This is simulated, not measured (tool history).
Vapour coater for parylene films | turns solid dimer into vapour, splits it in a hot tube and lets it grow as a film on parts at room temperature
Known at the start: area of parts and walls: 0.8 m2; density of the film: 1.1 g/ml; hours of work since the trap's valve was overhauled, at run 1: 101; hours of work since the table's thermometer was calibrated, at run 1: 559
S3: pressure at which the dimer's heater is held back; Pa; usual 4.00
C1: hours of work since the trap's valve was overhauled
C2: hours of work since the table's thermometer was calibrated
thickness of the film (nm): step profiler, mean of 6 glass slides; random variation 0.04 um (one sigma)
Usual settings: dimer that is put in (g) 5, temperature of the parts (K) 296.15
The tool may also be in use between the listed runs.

{"run": 1, "hour": 0.0, "dimer that is put in (g)": 5, "temperature of the parts (K)": 296.15, "S3": 4.0, "C1": 101, "C2": 559, "thickness of the film (nm)": 4330}
{"run": 2, "hour": 40.2, "dimer that is put in (g)": 5, "temperature of the parts (K)": 296.15, "S3": 4.0, "C1": 126, "C2": 584, "thickness of the film (nm)": 4400}
{"run": 3, "hour": 68.3, "dimer that is put in (g)": 5, "temperature of the parts (K)": 296.15, "S3": 4.0, "C1": 144, "C2": 602, "thickness of the film (nm)": 4350}
{"run": 4, "hour": 109.0, "dimer that is put in (g)": 5, "temperature of the parts (K)": 296.15, "S3": 4.91, "C1": 169, "C2": 627, "thickness of the film (nm)": 4270}
{"run": 5, "hour": 135.6, "dimer that is put in (g)": 5, "temperature of the parts (K)": 296.15, "S3": 4.91, "C1": 186, "C2": 644, "thickness of the film (nm)": 4260}
{"run": 6, "hour": 166.5, "dimer that is put in (g)": 5, "temperature of the parts (K)": 296.15, "S3": 4.91, "C1": 205, "C2": 663, "thickness of the film (nm)": 4280}
{"run": 7, "hour": 189.6, "dimer that is put in (g)": 5, "temperature of the parts (K)": 296.15, "S3": 4.91, "C1": 220, "C2": 678, "thickness of the film (nm)": 4250}
{"run": 8, "hour": 233.7, "dimer that is put in (g)": 5, "temperature of the parts (K)": 296.15, "S3": 4.0, "C1": 247, "C2": 705, "thickness of the film (nm)": 4350}
{"run": 9, "hour": 259.6, "dimer that is put in (g)": 5, "temperature of the parts (K)": 296.15, "S3": 4.0, "C1": 264, "C2": 721, "thickness of the film (nm)": 4320}
{"run": 10, "hour": 303.9, "dimer that is put in (g)": 2, "temperature of the parts (K)": 296.15, "S3": 4.0, "C1": 291, "C2": 749, "thickness of the film (nm)": 1700}
{"run": 11, "hour": 348.0, "dimer that is put in (g)": 2, "temperature of the parts (K)": 296.15, "S3": 4.0, "C1": 319, "C2": 777, "thickness of the film (nm)": 1730}
{"hour": 374.3, "done": "trap's valve overhauled"}
{"run": 12, "hour": 395.6, "dimer that is put in (g)": 2, "temperature of the parts (K)": 296.15, "S3": 4.0, "C1": 13, "C2": 804, "thickness of the film (nm)": 1730}
{"run": 13, "hour": 428.9, "dimer that is put in (g)": 2, "temperature of the parts (K)": 296.15, "S3": 4.0, "C1": 34, "C2": 825, "thickness of the film (nm)": 1750}
{"run": 14, "hour": 463.2, "dimer that is put in (g)": 2, "temperature of the parts (K)": 296.15, "S3": 4.0, "C1": 56, "C2": 846, "thickness of the film (nm)": 1760}
{"run": 15, "hour": 501.7, "dimer that is put in (g)": 5, "temperature of the parts (K)": 296.15, "S3": 11.12, "C1": 80, "C2": 870, "thickness of the film (nm)": 3900}
{"run": 16, "hour": 542.1, "dimer that is put in (g)": 5, "temperature of the parts (K)": 296.15, "S3": 11.12, "C1": 105, "C2": 895, "thickness of the film (nm)": 3920}
{"run": 17, "hour": 584.9, "dimer that is put in (g)": 5, "temperature of the parts (K)": 296.15, "S3": 11.12, "C1": 132, "C2": 922, "thickness of the film (nm)": 3890}
{"run": 18, "hour": 622.4, "dimer that is put in (g)": 5, "temperature of the parts (K)": 296.15, "S3": 11.12, "C1": 155, "C2": 945, "thickness of the film (nm)": 3880}
{"run": 19, "hour": 663.6, "dimer that is put in (g)": 5, "temperature of the parts (K)": 296.15, "S3": 11.12, "C1": 181, "C2": 971, "thickness of the film (nm)": 3870}
{"run": 20, "hour": 707.4, "dimer that is put in (g)": 3, "temperature of the parts (K)": 301.15, "S3": 4.33, "C1": 208, "C2": 999, "thickness of the film (nm)": 2220}
{"run": 21, "hour": 751.3, "dimer that is put in (g)": 5, "temperature of the parts (K)": 294.15, "S3": 2.64, "C1": 235, "C2": 1026, "thickness of the film (nm)": 4790}
{"run": 22, "hour": 778.1, "dimer that is put in (g)": 5, "temperature of the parts (K)": 294.15, "S3": 2.64, "C1": 252, "C2": 1043, "thickness of the film (nm)": 4860}
{"run": 23, "hour": 796.2, "dimer that is put in (g)": 8, "temperature of the parts (K)": 294.15, "S3": 11.58, "C1": 264, "C2": 1054, "thickness of the film (nm)": 6500}
{"run": 24, "hour": 824.4, "dimer that is put in (g)": 8, "temperature of the parts (K)": 294.15, "S3": 11.58, "C1": 281, "C2": 1072, "thickness of the film (nm)": 6460}
{"run": 25, "hour": 863.3, "dimer that is put in (g)": 3, "temperature of the parts (K)": 292.15, "S3": 3.7, "C1": 305, "C2": 1096, "thickness of the film (nm)": 2870}
{"hour": 911.2, "done": "trap's valve overhauled"}
{"run": 26, "hour": 911.2, "dimer that is put in (g)": 4, "temperature of the parts (K)": 292.15, "S3": 4.92, "C1": 0, "C2": 1123, "thickness of the film (nm)": 3760}
{"run": 27, "hour": 930.8, "dimer that is put in (g)": 3, "temperature of the parts (K)": 293.15, "S3": 4.92, "C1": 12, "C2": 1136, "thickness of the film (nm)": 2790}
{"run": 28, "hour": 973.3, "dimer that is put in (g)": 3, "temperature of the parts (K)": 299.15, "S3": 4.92, "C1": 39, "C2": 1162, "thickness of the film (nm)": 2370}
{"run": 29, "hour": 994.6, "dimer that is put in (g)": 5, "temperature of the parts (K)": 294.15, "S3": 4.0, "C1": 52, "C2": 1175, "thickness of the film (nm)": 4570}
{"run": 30, "hour": 1024.5, "dimer that is put in (g)": 5, "temperature of the parts (K)": 294.15, "S3": 4.0, "C1": 71, "C2": 1194, "thickness of the film (nm)": 4560}
{"run": 31, "hour": 1057.1, "dimer that is put in (g)": 5, "temperature of the parts (K)": 301.15, "S3": 4.31, "C1": 91, "C2": 1214, "thickness of the film (nm)": 3770}
{"run": 32, "hour": 1078.8, "dimer that is put in (g)": 3, "temperature of the parts (K)": 289.15, "S3": 4.31, "C1": 105, "C2": 1228, "thickness of the film (nm)": 3120}
{"run": 33, "hour": 1100.9, "dimer that is put in (g)": 3, "temperature of the parts (K)": 289.15, "S3": 4.31, "C1": 119, "C2": 1242, "thickness of the film (nm)": 3110}
{"hour": 1125.4, "done": "table's thermometer calibrated"}
{"run": 34, "hour": 1132.8, "dimer that is put in (g)": 3, "temperature of the parts (K)": 289.15, "S3": 4.31, "C1": 138, "C2": 5, "thickness of the film (nm)": 3170}
{"run": 35, "hour": 1153.7, "dimer that is put in (g)": 3, "temperature of the parts (K)": 299.15, "S3": 3.39, "C1": 151, "C2": 18, "thickness of the film (nm)": 2470}

3 ways to go on from here, each from the tool as it stands after run 35. What would each give?
{"run": "A", "hour": 1175.6, "dimer that is put in (g)": 8, "temperature of the parts (K)": 296.15, "S3": 4.71, "C1": 165, "C2": 31, "thickness of the film (nm)": "?"}
{"run": "B", "hour": 1175.6, "dimer that is put in (g)": 6, "temperature of the parts (K)": 297.15, "S3": 7.77, "C1": 165, "C2": 31, "thickness of the film (nm)": "?"}
{"run": "C", "hour": 1175.6, "dimer that is put in (g)": 3, "temperature of the parts (K)": 298.15, "S3": 10.56, "C1": 165, "C2": 31, "thickness of the film (nm)": "?"}

run=A thickness_of_the_film_(nm)=6780
run=B thickness_of_the_film_(nm)=4730
run=C thickness_of_the_film_(nm)=2180
Without the tool's hidden state the same runs would have given:
run=A thickness_of_the_film_(nm)=6790
run=B thickness_of_the_film_(nm)=4740
run=C thickness_of_the_film_(nm)=2180

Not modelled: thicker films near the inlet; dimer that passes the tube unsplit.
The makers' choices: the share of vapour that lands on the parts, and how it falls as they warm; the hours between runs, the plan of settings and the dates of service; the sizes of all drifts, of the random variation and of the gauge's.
